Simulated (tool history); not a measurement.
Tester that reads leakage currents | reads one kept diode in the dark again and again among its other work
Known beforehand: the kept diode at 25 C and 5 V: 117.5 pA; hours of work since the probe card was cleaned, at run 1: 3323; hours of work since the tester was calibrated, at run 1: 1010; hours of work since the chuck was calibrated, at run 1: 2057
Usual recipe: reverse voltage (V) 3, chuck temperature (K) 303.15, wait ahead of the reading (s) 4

run    hour  reverse voltage (V)  chuck temperature (K)  wait ahead of the reading (s)  hours of work since the probe card was cleaned  hours of work since the tester was calibrated  hours of work since the chuck was calibrated  current that the tester gives (pA)
  1       0                    3                 303.15                              4                                            3323                                           1010                                          2057                              170.87
      161.9  -- probe card cleaned and baked
  2   200.1                    3                 316.15                              4                                              20                                           1114                                          2162                               543.3
  3   400.5                    3                 316.15                              4                                             126                                           1220                                          2268                              546.26
      521.4  -- probe card cleaned and baked, once more
      523.4  -- chuck's temperature calibrated
  4     645                    3                 303.15                              4                                              64                                           1347                                            64                              141.64
  5   819.3                    3                 303.15                              4                                             157                                           1439                                           157                              143.36
  6  1046.2                    3                 328.15                              4                                             277                                           1559                                           277                             1258.09
  7  1192.6                    3                 328.15                              4                                             354                                           1636                                           354                              1261.1
  8  1387.4                    3                 303.15                            7.8                                             457                                           1739                                           457                              145.81
  9  1590.6                    3                 303.15                            7.8                                             564                                           1847                                           564                              148.29
 10  1699.2                    3                 303.15                              4                                             622                                           1904                                           622                              148.62
 11  1901.1                    3                 303.15                              4                                             729                                           2011                                           729                              149.52
 12  2154.6                    3                 303.15                              4                                             863                                           2145                                           863                              151.68
 13  2303.9                    3                 303.15                              4                                             942                                           2224                                           942                              153.36
 14    2448                 3.36                 303.15                              4                                            1018                                           2300                                          1018                              162.55
 15  2637.2                 3.36                 303.15                              4                                            1118                                           2400                                          1118                              165.17
 16  2823.5                 3.36                 303.15                           0.86                                            1217                                           2499                                          1217                              166.79
 17  2946.9                 3.36                 303.15                           0.86                                            1282                                           2564                                          1282                              167.78
 18  3192.6                 3.36                 303.15                           0.86                                            1412                                           2694                                          1412                              170.19
 19  3396.9                    3                 303.15                              4                                            1520                                           2802                                          1520                              160.02
 20  3615.4                    3                 303.15                              4                                            1636                                           2918                                          1636                              160.91
 21  3725.4                    3                 309.15                              4                                            1694                                           2976                                          1694                              280.31
 22  3962.9                    3                 309.15                              4                                            1819                                           3102                                          1819                              280.84
 23    4076                  1.5                 324.15                              4                                            1879                                           3162                                          1879                               695.1
 24  4262.7                16.96                 319.15                              4                                            1978                                           3260                                          1978                             1744.31
 25  4484.1                 9.24                 306.15                              4                                            2095                                           3377                                          2095                              408.01
 26    4681                 9.24                 303.15                           1.87                                            2199                                           3482                                          2199                              314.53
 27    4829                10.09                 303.15                              4                                            2278                                           3560                                          2278                              331.98
     4925.9  -- chuck's temperature calibrated
 28  4990.6                 8.73                 308.15                              4                                            2362                                           3644                                            34                                 401
 29  5175.8                 1.67                 322.15                           5.27                                            2460                                           3742                                           132                               554.4
 30  5355.8                 1.67                 322.15                           5.27                                            2555                                           3837                                           227                               554.5
 31  5586.3                 1.67                 322.15                           5.27                                            2677                                           3959                                           349                              558.55
 32  5702.1                 1.67                 322.15                           5.27                                            2738                                           4021                                           411                              569.89
 33    5838                10.78                 303.15                           5.74                                            2810                                           4092                                           482                              297.35
 34  6076.6                10.78                 303.15                           5.74                                            2936                                           4219                                           609                              300.24
 35  6243.8                 3.19                 295.15                              4                                            3025                                           4307                                           697                               73.26
 36  6362.2                    3                 303.15                           0.67                                            3087                                           4370                                           760                              151.96
 37    6604                13.79                 322.15                           0.67                                            3215                                           4498                                           888                             1841.96
 38  6725.1                 2.49                 304.15                              4                                            3279                                           4562                                           952                              151.58
 39  6934.1                 6.46                 318.15                              4                                            3390                                           4672                                          1062                              882.85

Alternative continuations, all from the tool just after run 39; predict every row:
     6970.8  -- probe card cleaned and baked
  A  7172.8                    3                 311.15                              4                                             107                                           4797                                          1187                                   ?
     6970.8  -- probe card cleaned and baked
  B  7172.8                    3                 313.15                              4                                             107                                           4797                                          1187                                   ?
     6970.8  -- probe card cleaned and baked
  C  7172.8                  8.3                 333.15                           2.12                                             107                                           4797                                          1187                                   ?

run  current that the tester gives (pA)
  A                              318.74
  B                              380.92
  C                             3411.92
What these runs would have given with no unlogged condition in the tool:
run  current that the tester gives (pA)
  A                              296.85
  B                              355.13
  C                             3210.18
